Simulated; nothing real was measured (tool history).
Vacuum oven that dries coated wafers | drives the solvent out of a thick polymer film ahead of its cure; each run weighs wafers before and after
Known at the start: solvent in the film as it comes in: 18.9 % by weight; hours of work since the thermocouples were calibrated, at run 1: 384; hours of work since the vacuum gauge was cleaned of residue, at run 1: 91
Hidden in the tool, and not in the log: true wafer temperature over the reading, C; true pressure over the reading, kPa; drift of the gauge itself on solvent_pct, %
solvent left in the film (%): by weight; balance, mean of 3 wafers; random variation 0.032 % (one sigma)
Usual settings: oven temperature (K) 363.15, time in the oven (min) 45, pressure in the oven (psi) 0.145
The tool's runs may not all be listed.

run	hour	oven temperature (K)	time in the oven (min)	pressure in the oven (psi)	hours of work since the thermocouples were calibrated	hours of work since the vacuum gauge was cleaned of residue	solvent left in the film (%)
1	0.0	363.15	45	0.145	384	91	3.03
2	8.2	363.15	45	0.145	389	97	3.05
3	21.8	363.15	45	0.145	399	106	3.07
4	28.2	363.15	45	0.145	403	111	3.02
5	41.4	363.15	45	0.254	412	120	3.65
6	54.6	363.15	45	0.254	422	129	3.65
7	64.2	363.15	45	0.145	428	136	3.01
8	71.9	363.15	45	0.145	434	141	3.01
9	80.4	363.15	45	0.145	439	147	3.01
10	91.3	363.15	45	0.145	447	155	2.98
11	98.5	363.15	45	0.173	452	160	3.13
12	104.7	363.15	45	0.145	456	164	3.04
13	110.5	363.15	45	0.145	460	168	2.98
# hour 113.0: vacuum gauge cleaned of residue and calibrated
14	125.4	363.15	45	0.145	470	9	2.97
15	136.6	363.15	45	0.145	477	16	3.02
# hour 151.4: vacuum gauge cleaned of residue and calibrated, once more
16	152.2	355.15	62	0.410	487	1	5.52
17	158.5	365.15	62	0.096	492	5	1.37
18	167.2	365.15	70	0.396	498	11	2.88
19	175.3	365.15	70	0.396	503	17	2.80
20	182.7	349.15	23	0.132	508	22	9.98
21	189.4	349.15	23	0.132	513	26	9.99
22	202.3	364.15	45	0.145	522	35	2.81
23	210.9	356.15	68	0.120	528	41	2.77
24	220.7	355.15	43	0.161	535	48	5.40
25	229.5	363.15	32	0.145	541	54	4.58
26	235.3	363.15	32	0.145	545	58	4.50
27	248.5	363.15	46	0.145	554	68	2.94
28	261.5	363.15	46	0.145	563	77	2.92
29	267.4	363.15	46	0.145	567	81	2.89

3 ways to go on from here, each from the tool as it stands after run 29. What would each give?
A	281.2	363.15	58	0.457	577	90	?
B	281.2	363.15	36	0.145	577	90	?
C	281.2	363.15	31	0.099	577	90	?

run	solvent left in the film (%)
A	3.93
B	3.94
C	4.50
Without the tool's hidden state the same runs would have given:
run	solvent left in the film (%)
A	4.02
B	4.05
C	4.60

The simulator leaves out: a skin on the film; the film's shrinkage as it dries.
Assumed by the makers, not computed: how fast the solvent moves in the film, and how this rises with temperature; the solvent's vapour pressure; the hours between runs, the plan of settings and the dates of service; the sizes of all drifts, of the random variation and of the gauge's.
